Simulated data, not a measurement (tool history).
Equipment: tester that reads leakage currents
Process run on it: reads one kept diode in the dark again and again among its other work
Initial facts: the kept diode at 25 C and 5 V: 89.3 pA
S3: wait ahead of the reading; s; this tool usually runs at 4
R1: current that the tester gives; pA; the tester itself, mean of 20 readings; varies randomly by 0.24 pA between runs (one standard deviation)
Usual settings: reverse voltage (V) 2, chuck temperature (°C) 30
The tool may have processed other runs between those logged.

run 1 day=0 | reverse_voltage_(V)=2 chuck_temperature_(°C)=30 S3=4 | R1=75.78
run 2 day=1.1 | reverse_voltage_(V)=1.65 chuck_temperature_(°C)=30 S3=4 | R1=67.58
run 3 day=3.504 | reverse_voltage_(V)=2.24 chuck_temperature_(°C)=30 S3=4 | R1=80.21
run 4 day=5.142 | reverse_voltage_(V)=2 chuck_temperature_(°C)=40 S3=4 | R1=159.53
run 5 day=6.6 | reverse_voltage_(V)=2 chuck_temperature_(°C)=40 S3=4 | R1=159.46
run 6 day=8.508 | reverse_voltage_(V)=2 chuck_temperature_(°C)=40 S3=4 | R1=158.59
run 7 day=10.458 | reverse_voltage_(V)=2 chuck_temperature_(°C)=53 S3=4 | R1=390.6
run 8 day=11.717 | reverse_voltage_(V)=2 chuck_temperature_(°C)=53 S3=4 | R1=388.53
run 9 day=13.246 | reverse_voltage_(V)=2 chuck_temperature_(°C)=53 S3=4 | R1=389.67
run 10 day=14.808 | reverse_voltage_(V)=2 chuck_temperature_(°C)=53 S3=4 | R1=390.5
run 11 day=16.254 | reverse_voltage_(V)=2 chuck_temperature_(°C)=30 S3=1.33 | R1=74.14
-- day=16.6 chuck's temperature calibrated
run 12 day=18.517 | reverse_voltage_(V)=2 chuck_temperature_(°C)=30 S3=1.33 | R1=77.98
run 13 day=20.071 | reverse_voltage_(V)=2 chuck_temperature_(°C)=30 S3=0.55 | R1=78.3
run 14 day=22.15 | reverse_voltage_(V)=2 chuck_temperature_(°C)=30 S3=0.55 | R1=78.6
run 15 day=24.358 | reverse_voltage_(V)=2 chuck_temperature_(°C)=30 S3=0.55 | R1=77.74
run 16 day=26.696 | reverse_voltage_(V)=2 chuck_temperature_(°C)=30 S3=4 | R1=76.76
run 17 day=28.029 | reverse_voltage_(V)=2 chuck_temperature_(°C)=30 S3=4 | R1=76.25
-- day=28.3 probe card cleaned and baked
run 18 day=29.196 | reverse_voltage_(V)=2 chuck_temperature_(°C)=30 S3=3.31 | R1=76.54
run 19 day=30.9 | reverse_voltage_(V)=2 chuck_temperature_(°C)=30 S3=4 | R1=75.76
run 20 day=32.092 | reverse_voltage_(V)=17.56 chuck_temperature_(°C)=20 S3=4 | R1=121.68
run 21 day=34.246 | reverse_voltage_(V)=16.08 chuck_temperature_(°C)=55 S3=9.2 | R1=1497.34
run 22 day=36.033 | reverse_voltage_(V)=15.71 chuck_temperature_(°C)=52 S3=4 | R1=1195.76
run 23 day=37.183 | reverse_voltage_(V)=12.42 chuck_temperature_(°C)=21 S3=1.31 | R1=109.51
-- day=37.458 probe card cleaned and baked, once more
run 24 day=39.546 | reverse_voltage_(V)=1.38 chuck_temperature_(°C)=37 S3=1.25 | R1=102.63
run 25 day=40.625 | reverse_voltage_(V)=11.55 chuck_temperature_(°C)=46 S3=3.01 | R1=660.07
run 26 day=42.908 | reverse_voltage_(V)=11.55 chuck_temperature_(°C)=46 S3=3.01 | R1=658.3
run 27 day=44.158 | reverse_voltage_(V)=2.06 chuck_temperature_(°C)=21 S3=0.34 | R1=38.62
run 28 day=45.367 | reverse_voltage_(V)=2 chuck_temperature_(°C)=30 S3=0.41 | R1=75.63
run 29 day=46.479 | reverse_voltage_(V)=13.08 chuck_temperature_(°C)=25 S3=0.39 | R1=156.96
run 30 day=48.617 | reverse_voltage_(V)=13.08 chuck_temperature_(°C)=25 S3=0.39 | R1=157.03

The next listed run, before its measurement:
run 31 day=50.458 | reverse_voltage_(V)=2.48 chuck_temperature_(°C)=44 S3=0.46 | R1=?

R1: 235.79 pA
With no hidden state in the tool, this same run would have given R1 252.71 pA.
